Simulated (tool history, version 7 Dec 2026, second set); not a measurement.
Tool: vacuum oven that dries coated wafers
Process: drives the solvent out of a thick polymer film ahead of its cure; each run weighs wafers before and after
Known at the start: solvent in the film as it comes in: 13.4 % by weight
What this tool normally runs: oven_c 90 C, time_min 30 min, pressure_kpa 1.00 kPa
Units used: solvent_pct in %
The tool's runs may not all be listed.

Run 1, day 0.000: usual settings. Result: solvent_pct 0.69 %.
Run 2, day 0.354: usual settings. Result: solvent_pct 0.70 %.
Run 3, day 0.933: usual settings. Result: solvent_pct 0.72 %.
Run 4, day 1.417: usual settings. Result: solvent_pct 0.71 %.
Run 5, day 1.938: usual settings. Result: solvent_pct 0.71 %.
Run 6, day 2.200: usual settings but pressure_kpa 2.96 kPa. Result: solvent_pct 1.40 %.
Run 7, day 2.704: usual settings but pressure_kpa 0.66 kPa. Result: solvent_pct 0.59 %.
Run 8, day 2.954: usual settings but oven_c 76 C, pressure_kpa 0.66 kPa. Result: solvent_pct 2.13 %.
Run 9, day 3.558: usual settings but oven_c 78 C, pressure_kpa 1.36 kPa. Result: solvent_pct 2.18 %.
Run 10, day 3.946: usual settings but oven_c 78 C, pressure_kpa 1.36 kPa. Result: solvent_pct 2.18 %.
Run 11, day 4.488: usual settings but oven_c 92 C, time_min 17 min, pressure_kpa 0.87 kPa. Result: solvent_pct 1.57 %.
Run 12, day 4.738: usual settings but oven_c 85 C, time_min 18 min, pressure_kpa 1.93 kPa. Result: solvent_pct 2.78 %.
Run 13, day 5.067: usual settings but oven_c 85 C, time_min 18 min, pressure_kpa 1.93 kPa. Result: solvent_pct 2.80 %.
Run 14, day 5.496: usual settings but oven_c 99 C, pressure_kpa 0.90 kPa. Result: solvent_pct 0.32 %.
Run 15, day 5.829: usual settings but time_min 29 min, pressure_kpa 1.90 kPa. Result: solvent_pct 1.04 %.

Selected run-to-run steps in solvent_pct, each split into two signed amounts: the part the tool would show with no hidden state at all (from settings, incoming material and random variation), and the remainder, which goes to the hidden state together with any gauge scatter not common to the measured and the hidden-state-free results:
Unlogged tool condition in this case: true wafer temperature over the reading, C; true pressure over the reading, kPa; drift of the gauge itself on solvent_pct, %.
Run 13 -> 14: oven_c 85 -> 99, time_min 18 -> 30, pressure_kpa 1.93 -> 0.90. solvent_pct -2.48 %: hidden state +0.47, all else -2.95.

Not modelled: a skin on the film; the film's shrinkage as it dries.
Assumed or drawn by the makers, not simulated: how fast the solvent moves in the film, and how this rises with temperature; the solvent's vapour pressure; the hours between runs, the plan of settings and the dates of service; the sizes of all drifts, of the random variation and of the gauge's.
